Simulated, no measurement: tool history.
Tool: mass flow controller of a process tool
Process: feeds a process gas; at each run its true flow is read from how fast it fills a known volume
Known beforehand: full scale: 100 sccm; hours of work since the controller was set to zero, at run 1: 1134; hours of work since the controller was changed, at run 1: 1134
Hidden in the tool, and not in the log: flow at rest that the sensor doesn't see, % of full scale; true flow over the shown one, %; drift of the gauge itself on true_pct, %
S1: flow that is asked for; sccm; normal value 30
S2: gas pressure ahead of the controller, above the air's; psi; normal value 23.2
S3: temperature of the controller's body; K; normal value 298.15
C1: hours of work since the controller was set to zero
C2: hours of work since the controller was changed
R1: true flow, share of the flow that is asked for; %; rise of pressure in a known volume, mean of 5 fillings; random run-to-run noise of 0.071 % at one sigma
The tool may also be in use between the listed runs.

Run 1, hour 0: usual settings; C1 1134; C2 1134. Result: R1 98.07 %.
Run 2, hour 233.5: usual settings but S1 32 sccm; C1 1279; C2 1279. Result: R1 98.24 %.
Run 3, hour 473.1: usual settings; C1 1427; C2 1427. Result: R1 97.76 %.
Run 4, hour 683.2: usual settings; C1 1557; C2 1557. Result: R1 97.68 %.
Run 5, hour 903.7: usual settings but S1 44 sccm; C1 1693; C2 1693. Result: R1 98.14 %.
Run 6, hour 1104: usual settings but S1 44 sccm; C1 1817; C2 1817. Result: R1 98.12 %.
Run 7, hour 1251.2: usual settings but S1 44 sccm; C1 1908; C2 1908. Result: R1 98.05 %.
Run 8, hour 1381.1: usual settings; C1 1989; C2 1989. Result: R1 97.15 %.
Run 9, hour 1554.5: usual settings; C1 2096; C2 2096. Result: R1 97.06 %.
Run 10, hour 1769.1: usual settings; C1 2229; C2 2229. Result: R1 97.08 %.
Run 11, hour 1881.8: usual settings but S2 40.6 psi; C1 2298; C2 2298. Result: R1 96.09 %.
Run 12, hour 1995.2: usual settings but S2 40.6 psi; C1 2368; C2 2368. Result: R1 95.95 %.
Run 13, hour 2175.6: usual settings; C1 2480; C2 2480. Result: R1 96.58 %.
Run 14, hour 2355.8: usual settings; C1 2592; C2 2592. Result: R1 96.59 %.
Run 15, hour 2499.8: usual settings; C1 2681; C2 2681. Result: R1 96.33 %.
Run 16, hour 2707.4: usual settings; C1 2809; C2 2809. Result: R1 96.21 %.
Run 17, hour 2945: usual settings; C1 2956; C2 2956. Result: R1 95.98 %.
Run 18, hour 3075.6: usual settings; C1 3037; C2 3037. Result: R1 96.05 %.
Run 19, hour 3305.8: usual settings but S1 96 sccm; C1 3179; C2 3179. Result: R1 98.52 %.
Run 20, hour 3454.3: usual settings but S1 96 sccm; C1 3271; C2 3271. Result: R1 98.58 %.
Run 21, hour 3593: usual settings; C1 3357; C2 3357. Result: R1 95.69 %.
Run 22, hour 3737.8: usual settings; C1 3446; C2 3446. Result: R1 95.47 %.
Run 23, hour 3852.5: usual settings; C1 3517; C2 3517. Result: R1 95.46 %.
Run 24, hour 3975.3: usual settings but S3 308.15 K; C1 3593; C2 3593. Result: R1 94.47 %.
Run 25, hour 4141.9: usual settings; C1 3696; C2 3696. Result: R1 95.14 %.
Run 26, hour 4336.8: usual settings but S1 39 sccm, S2 20.7 psi, S3 304.15 K; C1 3817; C2 3817. Result: R1 95.6 %.
Run 27, hour 4503.3: usual settings but S1 20 sccm, S3 311.15 K; C1 3920; C2 3920. Result: R1 91.78 %.
Run 28, hour 4690.7: usual settings but S1 10 sccm, S3 308.15 K; C1 4036; C2 4036. Result: R1 85.86 %.
Run 29, hour 4900.7: usual settings but S1 10 sccm, S3 308.15 K; C1 4166; C2 4166. Result: R1 85.66 %.
Run 30, hour 5117.2: usual settings but S2 32.3 psi; C1 4300; C2 4300. Result: R1 94.16 %.
Run 31, hour 5267.8: usual settings but S2 32.3 psi; C1 4393; C2 4393. Result: R1 93.84 %.
Run 32, hour 5477.3: usual settings but S1 42 sccm; C1 4522; C2 4522. Result: R1 95.53 %.
At hour 5553.4: controller's zero set anew.
Run 33, hour 5656.8: usual settings but S1 42 sccm; C1 64; C2 4633. Result: R1 98.65 %.
Run 34, hour 5783: usual settings but S1 48 sccm, S2 39.2 psi; C1 142; C2 4711. Result: R1 97.96 %.
Run 35, hour 5961.2: usual settings but S1 15 sccm, S2 20.7 psi; C1 252; C2 4821. Result: R1 98.08 %.
Run 36, hour 6168.4: usual settings but S1 15 sccm, S2 20.7 psi; C1 380; C2 4950. Result: R1 97.83 %.
Run 37, hour 6364.1: usual settings but S2 25.2 psi; C1 501; C2 5071. Result: R1 97.93 %.
Run 38, hour 6592.4: usual settings but S2 39.9 psi, S3 304.15 K; C1 643; C2 5212. Result: R1 96.63 %.
Run 39, hour 6846.7: usual settings but S2 39.9 psi, S3 304.15 K; C1 800; C2 5369. Result: R1 96.53 %.
Run 40, hour 7097.5: usual settings but S1 23 sccm, S2 39.3 psi, S3 311.15 K; C1 955; C2 5524. Result: R1 95.46 %.
Run 41, hour 7220: usual settings but S2 23.1 psi, S3 312.15 K; C1 1031; C2 5600. Result: R1 96.17 %.
Run 42, hour 7406.1: usual settings but S1 16 sccm, S2 37.4 psi; C1 1146; C2 5715. Result: R1 95.74 %.
Run 43, hour 7581.6: usual settings but S1 86 sccm, S2 39.5 psi, S3 295.15 K; C1 1255; C2 5824. Result: R1 97.98 %.
Run 44, hour 7811.9: usual settings but S1 33 sccm, S2 38.7 psi, S3 295.15 K; C1 1397; C2 5966. Result: R1 96.76 %.
Run 45, hour 7923.5: usual settings but S1 14 sccm, S2 32.8 psi; C1 1466; C2 6035. Result: R1 94.71 %.
Run 46, hour 8093.4: usual settings but S1 14 sccm, S2 32.8 psi; C1 1571; C2 6140. Result: R1 94.63 %.
Run 47, hour 8214.5: usual settings but S1 14 sccm, S2 32.8 psi; C1 1646; C2 6215. Result: R1 94.44 %.
Run 48, hour 8368.6: usual settings but S1 47 sccm, S2 24.1 psi, S3 310.15 K; C1 1741; C2 6311. Result: R1 96.25 %.
Run 49, hour 8480.3: usual settings but S1 15 sccm, S2 31.6 psi; C1 1811; C2 6380. Result: R1 94.36 %.

Each row is a separate what-if for the run after 49, all from the same tool condition, not one after another. Results?
Run A, hour 8599.7: usual settings but S1 18 sccm, S2 28.4 psi; C1 1884; C2 6454. Result: R1 ?.
Run B, hour 8599.7: usual settings; C1 1884; C2 6454. Result: R1 ?.
Run C, hour 8599.7: usual settings but S1 79 sccm, S2 39.5 psi; C1 1884; C2 6454. Result: R1 ?.

run     R1
  A  94.91
  B  96.49
  C  97.15
Had the tool no hidden state, the same runs would have come out as:
run     R1
  A  99.32
  B  99.73
  C  99.31
